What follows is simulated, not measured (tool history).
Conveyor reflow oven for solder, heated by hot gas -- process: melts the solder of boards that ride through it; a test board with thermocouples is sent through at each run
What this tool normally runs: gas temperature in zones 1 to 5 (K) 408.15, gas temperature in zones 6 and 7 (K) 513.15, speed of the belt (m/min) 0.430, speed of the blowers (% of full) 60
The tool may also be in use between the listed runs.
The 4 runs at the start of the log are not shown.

run   hour  gas temperature in zones 1 to 5 (K)  gas temperature in zones 6 and 7 (K)  speed of the belt (m/min)  speed of the blowers (% of full)  hours of work since the flux was cleaned out  hours of work since the belt drive was overhauled  hours of work since the thermocouples were changed  highest temperature of the board (K)  time above the solder's melting point (s)
  5   38.5                               408.15                                513.15                      0.430                                60                                           116                                                 91                                                 725                                493.85                                       63.7
      52.3  -- thermocouples of zones 6 and 7 changed
  6   52.4                               408.15                                524.15                      0.430                                60                                           122                                                 97                                                   0                                503.35                                       70.6
  7   61.8                               408.15                                524.15                      0.430                                60                                           127                                                102                                                   5                                502.95                                       70.5
  8   67.6                               408.15                                524.15                      0.430                                60                                           130                                                105                                                   8                                503.15                                       70.8
  9   78.0                               408.15                                524.15                      0.430                                60                                           135                                                110                                                  13                                503.25                                       70.6
 10   86.9                               408.15                                524.15                      0.430                                60                                           140                                                115                                                  18                                502.95                                       70.6
 11   93.4                               408.15                                524.15                      0.430                                60                                           143                                                118                                                  21                                503.15                                       70.7
 12   99.7                               408.15                                524.15                      0.430                                60                                           146                                                122                                                  24                                503.65                                       70.6
 13  110.3                               407.15                                513.15                      0.430                                60                                           152                                                127                                                  30                                493.45                                       63.4
 14  116.0                               407.15                                513.15                      0.430                                60                                           155                                                130                                                  33                                493.35                                       63.4
 15  121.4                               407.15                                513.15                      0.430                                60                                           157                                                133                                                  35                                493.65                                       63.5
 16  132.6                               394.15                                513.15                      0.430                                60                                           163                                                138                                                  41                                491.15                                       56.9
 17  142.8                               394.15                                513.15                      0.430                                60                                           168                                                144                                                  46                                491.25                                       56.8
 18  154.6                               408.15                                513.15                      0.496                                80                                           174                                                150                                                  52                                492.35                                       54.4
 19  162.3                               408.15                                513.15                      0.496                                80                                           178                                                154                                                  56                                492.65                                       54.3
 20  175.1                               408.15                                513.15                      0.496                                80                                           185                                                160                                                  63                                492.55                                       54.3

What will run 21 give?
 21  183.3                               408.15                                513.15                      0.375                                61                                           189                                                164                                                  67                                     ?                                          ?

Run 21 came out at highest temperature of the board (K) 498.35, time above the solder's melting point (s) 78.1.
Were there no unlogged condition in the tool, this run, its random variation unchanged, would have produced highest temperature of the board (K) 498.45, time above the solder's melting point (s) 78.2.

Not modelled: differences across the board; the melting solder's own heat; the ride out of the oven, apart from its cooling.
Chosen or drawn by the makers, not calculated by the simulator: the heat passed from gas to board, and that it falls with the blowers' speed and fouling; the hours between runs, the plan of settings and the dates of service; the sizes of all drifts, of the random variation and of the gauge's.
